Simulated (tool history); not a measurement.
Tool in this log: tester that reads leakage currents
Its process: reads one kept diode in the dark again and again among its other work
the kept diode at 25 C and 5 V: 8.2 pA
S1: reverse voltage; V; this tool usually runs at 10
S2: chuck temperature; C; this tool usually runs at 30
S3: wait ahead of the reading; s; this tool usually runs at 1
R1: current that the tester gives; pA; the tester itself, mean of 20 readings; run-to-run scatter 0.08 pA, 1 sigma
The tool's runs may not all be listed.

| run | day | S1 | S2 | S3 | R1 |
|---|---|---|---|---|---|
| 1 | 0 | 10 | 30 | 1 | 34.87 |
| 2 | 4.646 | 10 | 30 | 1 | 36.26 |
|  | 7.712 | chuck's temperature calibrated |
| 3 | 8.508 | 10 | 30 | 0.31 | 40.1 |
| 4 | 13.421 | 10 | 30 | 0.31 | 41.52 |
| 5 | 16.621 | 3.6 | 30 | 0.31 | 18.75 |
| 6 | 21.008 | 10 | 30 | 1 | 38.42 |
| 7 | 25.85 | 10 | 43 | 1 | 70.2 |
| 8 | 30.988 | 10 | 30 | 1 | 41.28 |
| 9 | 35.933 | 10 | 30 | 1 | 42.84 |
| 10 | 40.404 | 10 | 30 | 1 | 44.05 |
| 11 | 42.529 | 19.8 | 27 | 1 | 73.5 |
| 12 | 45.462 | 10 | 30 | 0.33 | 50.29 |
| 13 | 48.512 | 4.1 | 46 | 1 | 47.59 |
| 14 | 53.271 | 14.5 | 50 | 1 | 143.59 |
| 15 | 56.125 | 14.5 | 50 | 1 | 144.65 |
|  | 60.654 | probe card cleaned and baked |
| 16 | 60.746 | 14.5 | 50 | 1 | 105.83 |
| 17 | 62.883 | 3.1 | 50 | 2 | 41.6 |

Each row is a separate what-if for the run after 17, all from the same tool condition, not one after another. Results?
| A | 65.367 | 10 | 35 | 1.88 | ? |
| B | 65.367 | 5 | 35 | 2 | ? |
| C | 65.367 | 10 | 40 | 1 | ? |
| D | 65.367 | 8.1 | 49 | 8.65 | ? |

| run | R1 |
|---|---|
| A | 30.77 |
| B | 19.94 |
| C | 44.78 |
| D | 69.32 |
Take away the tool's hidden state, keep each run's random variation, and the runs would have read:
| run | R1 |
|---|---|
| A | 28.26 |
| B | 18.48 |
| C | 41.74 |
| D | 65.56 |
